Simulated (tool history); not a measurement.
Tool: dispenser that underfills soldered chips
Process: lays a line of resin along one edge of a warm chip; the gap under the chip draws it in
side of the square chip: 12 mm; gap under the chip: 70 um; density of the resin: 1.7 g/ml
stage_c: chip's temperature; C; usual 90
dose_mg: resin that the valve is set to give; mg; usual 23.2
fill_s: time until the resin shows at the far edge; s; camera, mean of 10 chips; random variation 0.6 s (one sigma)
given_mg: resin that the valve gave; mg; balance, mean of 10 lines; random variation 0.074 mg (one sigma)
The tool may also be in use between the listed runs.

{"run": 1, "hour": 0.0, "stage_c": 90, "dose_mg": 23.2, "fill_s": 93.6, "given_mg": 23.09}
{"hour": 5.3, "done": "new syringe of resin"}
{"run": 2, "hour": 8.9, "stage_c": 90, "dose_mg": 23.2, "fill_s": 61.7, "given_mg": 23.03}
{"run": 3, "hour": 13.1, "stage_c": 90, "dose_mg": 23.2, "fill_s": 74.3, "given_mg": 22.98}
{"run": 4, "hour": 21.8, "stage_c": 90, "dose_mg": 23.2, "fill_s": 107.2, "given_mg": 23.04}
{"hour": 23.4, "done": "new syringe of resin"}
{"run": 5, "hour": 31.2, "stage_c": 90, "dose_mg": 23.2, "fill_s": 74.1, "given_mg": 22.93}
{"run": 6, "hour": 40.0, "stage_c": 90, "dose_mg": 23.2, "fill_s": 107.9, "given_mg": 22.69}
{"hour": 41.4, "done": "new syringe of resin"}
{"run": 7, "hour": 46.9, "stage_c": 90, "dose_mg": 23.2, "fill_s": 66.4, "given_mg": 22.76}
{"run": 8, "hour": 56.2, "stage_c": 90, "dose_mg": 28.9, "fill_s": 95.6, "given_mg": 28.26}
{"hour": 59.1, "done": "new syringe of resin"}
{"run": 9, "hour": 63.2, "stage_c": 90, "dose_mg": 28.9, "fill_s": 61.1, "given_mg": 28.18}
{"run": 10, "hour": 68.3, "stage_c": 93, "dose_mg": 23.2, "fill_s": 72.7, "given_mg": 22.5}
{"hour": 76.8, "done": "new syringe of resin"}
{"run": 11, "hour": 78.3, "stage_c": 90, "dose_mg": 23.2, "fill_s": 56.9, "given_mg": 22.52}
{"run": 12, "hour": 85.2, "stage_c": 90, "dose_mg": 23.4, "fill_s": 77.6, "given_mg": 22.47}
{"run": 13, "hour": 89.6, "stage_c": 90, "dose_mg": 23.4, "fill_s": 93, "given_mg": 22.62}
{"hour": 94.4, "done": "new syringe of resin"}
{"run": 14, "hour": 95.6, "stage_c": 90, "dose_mg": 23.2, "fill_s": 55.9, "given_mg": 22.31}
{"hour": 99.5, "done": "dispensing valve cleaned and set on the balance"}
{"run": 15, "hour": 106.6, "stage_c": 90, "dose_mg": 23.2, "fill_s": 86.5, "given_mg": 23.12}
{"run": 16, "hour": 112.2, "stage_c": 98, "dose_mg": 23.2, "fill_s": 85.5, "given_mg": 23.09}
{"hour": 113.1, "done": "new syringe of resin"}
{"run": 17, "hour": 122.0, "stage_c": 98, "dose_mg": 23.2, "fill_s": 60.3, "given_mg": 23.08}
{"hour": 130.8, "done": "new syringe of resin"}
{"run": 18, "hour": 130.8, "stage_c": 98, "dose_mg": 23.2, "fill_s": 41.6, "given_mg": 22.97}
{"run": 19, "hour": 135.9, "stage_c": 99, "dose_mg": 21.4, "fill_s": 51.2, "given_mg": 21.12}
{"run": 20, "hour": 140.2, "stage_c": 99, "dose_mg": 21.4, "fill_s": 61.9, "given_mg": 21.03}
{"run": 21, "hour": 145.2, "stage_c": 78, "dose_mg": 25.2, "fill_s": 148, "given_mg": 24.82}
{"hour": 149.2, "done": "new syringe of resin"}
{"run": 22, "hour": 153.0, "stage_c": 90, "dose_mg": 29.2, "fill_s": 59.9, "given_mg": 28.62}
{"run": 23, "hour": 161.3, "stage_c": 95, "dose_mg": 20.6, "fill_s": 80.3, "given_mg": 20.11}
{"hour": 167.2, "done": "new syringe of resin"}
{"run": 24, "hour": 169.6, "stage_c": 96, "dose_mg": 23.2, "fill_s": 50.1, "given_mg": 22.7}
{"run": 25, "hour": 176.4, "stage_c": 78, "dose_mg": 27.7, "fill_s": 117.3, "given_mg": 26.93}
{"run": 26, "hour": 182.5, "stage_c": 90, "dose_mg": 24.2, "fill_s": 103.9, "given_mg": 23.69}
{"hour": 185.3, "done": "new syringe of resin"}
{"run": 27, "hour": 191.0, "stage_c": 88, "dose_mg": 19.8, "fill_s": 78.2, "given_mg": 19.14}
{"run": 28, "hour": 197.3, "stage_c": 98, "dose_mg": 22.2, "fill_s": 71.5, "given_mg": 21.45}
{"run": 29, "hour": 202.4, "stage_c": 98, "dose_mg": 22.2, "fill_s": 89.8, "given_mg": 21.47}
{"hour": 203.4, "done": "new syringe of resin"}
{"run": 30, "hour": 206.7, "stage_c": 82, "dose_mg": 22.2, "fill_s": 83.8, "given_mg": 21.35}
{"run": 31, "hour": 211.6, "stage_c": 82, "dose_mg": 22.2, "fill_s": 104.2, "given_mg": 21.23}
{"run": 32, "hour": 216.9, "stage_c": 81, "dose_mg": 25.1, "fill_s": 130.8, "given_mg": 24.12}
{"hour": 220.3, "done": "dispensing valve cleaned and set on the balance"}
{"hour": 222.5, "done": "new syringe of resin"}
{"run": 33, "hour": 222.8, "stage_c": 99, "dose_mg": 25.2, "fill_s": 40.8, "given_mg": 25.21}
{"run": 34, "hour": 228.8, "stage_c": 76, "dose_mg": 25.2, "fill_s": 112.9, "given_mg": 25.12}
{"run": 35, "hour": 237.3, "stage_c": 76, "dose_mg": 25.2, "fill_s": 162.3, "given_mg": 25}

Some steps in fill_s between neighbouring runs. How much of each would the tool show without its hidden state too (settings, what came in, random variation), and how much is left for the hidden state, with any gauge scatter that isn't in both results?
The hidden state here: resin's viscosity, % of fresh resin's; dose that the valve gives, % of what is set; true chip temperature over the reading, C; drift of the gauge itself on fill_s, %; drift of the gauge itself on given_mg, %.
Run 20 -> 21: stage_c 99 -> 78, dose_mg 21.4 -> 25.2. fill_s +86.1 s: hidden state +49.3, all else +36.8.
Run 21 -> 22: stage_c 78 -> 90, dose_mg 25.2 -> 29.2, new syringe of resin. fill_s -88.1 s: hidden state -61.4, all else -26.7.
Run 32 -> 33: stage_c 81 -> 99, dose_mg 25.1 -> 25.2, dispensing valve cleaned and set on the balance, new syringe of resin. fill_s -90 s: hidden state -59.8, all else -30.2.
Run 34 -> 35: no setting changed, nothing entered. fill_s +49.4 s: hidden state +49.8, all else -0.4.

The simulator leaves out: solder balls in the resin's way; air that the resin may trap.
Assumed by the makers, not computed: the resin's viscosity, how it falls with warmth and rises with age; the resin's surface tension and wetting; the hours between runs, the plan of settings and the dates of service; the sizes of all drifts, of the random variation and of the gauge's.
